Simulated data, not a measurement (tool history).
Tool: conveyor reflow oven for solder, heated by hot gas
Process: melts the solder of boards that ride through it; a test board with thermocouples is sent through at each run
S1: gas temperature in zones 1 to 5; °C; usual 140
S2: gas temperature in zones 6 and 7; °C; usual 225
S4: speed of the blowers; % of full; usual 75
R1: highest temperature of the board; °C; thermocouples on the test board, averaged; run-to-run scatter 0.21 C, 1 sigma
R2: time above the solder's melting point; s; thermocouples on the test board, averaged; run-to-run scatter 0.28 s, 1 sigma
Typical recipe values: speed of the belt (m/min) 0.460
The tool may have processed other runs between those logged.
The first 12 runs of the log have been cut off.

{"run": 13, "hour": 123.1, "S1": 140, "S2": 225, "speed of the belt (m/min)": 0.46, "S4": 75, "R1": 208.1, "R2": 59.2}
{"run": 14, "hour": 133.9, "S1": 140, "S2": 225, "speed of the belt (m/min)": 0.46, "S4": 75, "R1": 208.1, "R2": 58.8}
{"hour": 149.8, "done": "flux residue cleaned out of gas plates and filters"}
{"run": 15, "hour": 151.1, "S1": 140, "S2": 225, "speed of the belt (m/min)": 0.46, "S4": 75, "R1": 208.7, "R2": 59.3}
{"run": 16, "hour": 162.7, "S1": 140, "S2": 225, "speed of the belt (m/min)": 0.46, "S4": 53, "R1": 202.1, "R2": 48.5}
{"run": 17, "hour": 172.2, "S1": 140, "S2": 225, "speed of the belt (m/min)": 0.46, "S4": 53, "R1": 201.8, "R2": 47.9}
{"run": 18, "hour": 183.9, "S1": 140, "S2": 225, "speed of the belt (m/min)": 0.46, "S4": 63, "R1": 205.2, "R2": 54.1}
{"run": 19, "hour": 197.0, "S1": 127, "S2": 225, "speed of the belt (m/min)": 0.46, "S4": 75, "R1": 205.6, "R2": 50.5}
{"run": 20, "hour": 207.9, "S1": 127, "S2": 225, "speed of the belt (m/min)": 0.46, "S4": 75, "R1": 205.6, "R2": 50.1}
{"run": 21, "hour": 216.3, "S1": 127, "S2": 225, "speed of the belt (m/min)": 0.46, "S4": 75, "R1": 205.2, "R2": 50.4}
{"run": 22, "hour": 226.2, "S1": 150, "S2": 225, "speed of the belt (m/min)": 0.46, "S4": 85, "R1": 211.6, "R2": 69.6}

Estimate the outcome of run 23 from the log above:
{"run": 23, "hour": 234.3, "S1": 140, "S2": 237, "speed of the belt (m/min)": 0.534, "S4": 75, "R1": "?", "R2": "?"}

{"run 23": {"R1": 212.6, "R2": 54.3}}
Take away the tool's hidden state, keep the run-to-run variation as it was, and the same run would have given R1 212.6 °C, R2 54.3 s.
